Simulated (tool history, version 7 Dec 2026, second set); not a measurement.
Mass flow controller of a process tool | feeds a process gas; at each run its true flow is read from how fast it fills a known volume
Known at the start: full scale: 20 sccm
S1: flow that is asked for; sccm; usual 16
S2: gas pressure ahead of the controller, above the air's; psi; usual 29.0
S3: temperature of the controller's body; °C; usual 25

run 1 hour=0.0 | S1=16 S2=29.0 S3=25 | true_flow_(%)=100.16
run 2 hour=301.9 | S1=16 S2=30.9 S3=25 | true_flow_(%)=100.15
run 3 hour=636.8 | S1=16 S2=30.9 S3=25 | true_flow_(%)=100.23
run 4 hour=988.9 | S1=16 S2=27.8 S3=25 | true_flow_(%)=100.30
run 5 hour=1296.5 | S1=3 S2=29.0 S3=25 | true_flow_(%)=96.06
run 6 hour=1530.5 | S1=16 S2=25.1 S3=25 | true_flow_(%)=100.32
run 7 hour=1727.1 | S1=16 S2=29.0 S3=25 | true_flow_(%)=100.37
-- hour=1758.7 controller's zero set anew
run 8 hour=2086.7 | S1=16 S2=29.0 S3=25 | true_flow_(%)=100.27
run 9 hour=2334.5 | S1=16 S2=29.0 S3=25 | true_flow_(%)=100.17
-- hour=2684.6 controller exchanged for a calibrated one
run 10 hour=2684.6 | S1=16 S2=29.4 S3=25 | true_flow_(%)=99.39
run 11 hour=3062.8 | S1=16 S2=29.4 S3=25 | true_flow_(%)=99.61
run 12 hour=3228.2 | S1=16 S2=23.9 S3=25 | true_flow_(%)=99.56
-- hour=3433.0 controller's zero set anew, once more
run 13 hour=3433.0 | S1=3 S2=27.0 S3=25 | true_flow_(%)=98.23
run 14 hour=3717.0 | S1=13 S2=27.0 S3=32 | true_flow_(%)=99.43
run 15 hour=3956.6 | S1=16 S2=20.5 S3=25 | true_flow_(%)=99.81
run 16 hour=4222.9 | S1=16 S2=20.5 S3=25 | true_flow_(%)=99.94
run 17 hour=4433.7 | S1=16 S2=20.5 S3=25 | true_flow_(%)=100.00
run 18 hour=4658.1 | S1=6 S2=26.8 S3=24 | true_flow_(%)=98.35
run 19 hour=4822.9 | S1=16 S2=22.9 S3=34 | true_flow_(%)=100.19

Forecast each of these 5 alternatives for the next run:
run A hour=4990.3 | S1=16 S2=25.1 S3=38 | true_flow_(%)=?
run B hour=4990.3 | S1=10 S2=26.7 S3=38 | true_flow_(%)=?
run C hour=4990.3 | S1=12 S2=26.7 S3=27 | true_flow_(%)=?
run D hour=4990.3 | S1=3 S2=22.9 S3=34 | true_flow_(%)=?
run E hour=4990.3 | S1=2 S2=32.2 S3=25 | true_flow_(%)=?

run=A true_flow_(%)=100.09
run=B true_flow_(%)=99.40
run=C true_flow_(%)=99.51
run=D true_flow_(%)=98.06
run=E true_flow_(%)=97.20
Without the tool's hidden state the same runs would have given:
run=A true_flow_(%)=99.85
run=B true_flow_(%)=99.26
run=C true_flow_(%)=99.33
run=D true_flow_(%)=98.53
run=E true_flow_(%)=98.11
